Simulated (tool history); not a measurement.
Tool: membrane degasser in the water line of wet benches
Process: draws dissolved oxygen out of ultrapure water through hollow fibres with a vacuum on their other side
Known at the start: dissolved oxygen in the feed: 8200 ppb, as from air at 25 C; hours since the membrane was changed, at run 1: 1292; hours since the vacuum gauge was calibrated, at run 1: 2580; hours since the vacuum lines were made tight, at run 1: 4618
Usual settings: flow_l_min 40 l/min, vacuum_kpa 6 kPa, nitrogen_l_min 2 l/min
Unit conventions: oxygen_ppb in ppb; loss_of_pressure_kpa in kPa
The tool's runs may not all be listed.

run,day,flow_l_min,vacuum_kpa,nitrogen_l_min,hours since the membrane was changed,hours since the vacuum gauge was calibrated,hours since the vacuum lines were made tight,oxygen_ppb,loss_of_pressure_kpa
1,0,40,6,2,1292,2580,4618,320.9,68.02
2,4.138,40,6,2,1392,2680,4717,323.4,68.36
3,7.475,40,6,2,1472,2760,4798,320.9,68.03
4,10.729,49,6,2,1550,2838,4876,409.8,84.13
# day 15.129: seals of the vacuum lines changed
5,15.912,49,6,2,1672,2960,19,417.1,84.04
6,21.229,40,6,2,1800,3088,146,323.8,68.3
7,24.671,40,6,2,1883,3170,229,324.8,68.59
8,28.717,40,6,2,1980,3267,326,331.8,68.28
9,32.921,40,5.21,2,2081,3368,427,300.8,68.77
# day 35.5: vacuum gauge calibrated
10,36.712,28,6,2,2171,29,517,202.8,48.03
11,39.208,28,6,2,2231,89,577,201.6,48.15
12,44.846,28,6,2,2366,224,713,207.3,47.85
13,47.846,28,6,2,2438,296,785,199.8,48.06
14,51.017,28,6,2,2514,372,861,203.8,48.07
15,54.896,40,6.17,1.21,2607,465,954,391.7,69.19
16,57.367,54,5.69,3.67,2667,525,1013,378.4,93.03
17,60.325,54,5.69,3.67,2738,596,1084,378.6,92.95
18,62.754,29,5.1,2,2796,654,1143,185.6,50.27
19,67.125,50,8.16,2,2901,759,1247,518.8,86.48
20,71.65,50,8.16,2,3010,868,1356,525.5,85.91
21,76.825,27,6.38,2,3134,992,1480,210.5,46.38
22,82.196,46,6,1.14,3263,1121,1609,457.2,79.71

Entry by entry between the runs, the difference in hidden state between the last listed run before and the first listed run after:
Logged between run 4 and run 5: seals of the vacuum lines changed (day 15.129)
  membrane still open, %: 99.1 -> 99; true pressure behind the membrane over the reading, kPa: 0.31 -> 0.32; air that leaks in behind the membrane, l/min: 0.0279 -> 0.0038
  measured less the result without the state, oxygen_ppb: +23.5 -> +24.3 ppb; loss_of_pressure_kpa: +0.75 -> +0.81 kPa
Logged between run 9 and run 10: vacuum gauge calibrated (day 35.5)
  membrane still open, %: 98.8 -> 98.7; true pressure behind the membrane over the reading, kPa: 0.37 -> -0.02; air that leaks in behind the membrane, l/min: 0.0059 -> 0.0064
  measured less the result without the state, oxygen_ppb: +24.4 -> +5.7 ppb; loss_of_pressure_kpa: +0.83 -> +0.6 kPa

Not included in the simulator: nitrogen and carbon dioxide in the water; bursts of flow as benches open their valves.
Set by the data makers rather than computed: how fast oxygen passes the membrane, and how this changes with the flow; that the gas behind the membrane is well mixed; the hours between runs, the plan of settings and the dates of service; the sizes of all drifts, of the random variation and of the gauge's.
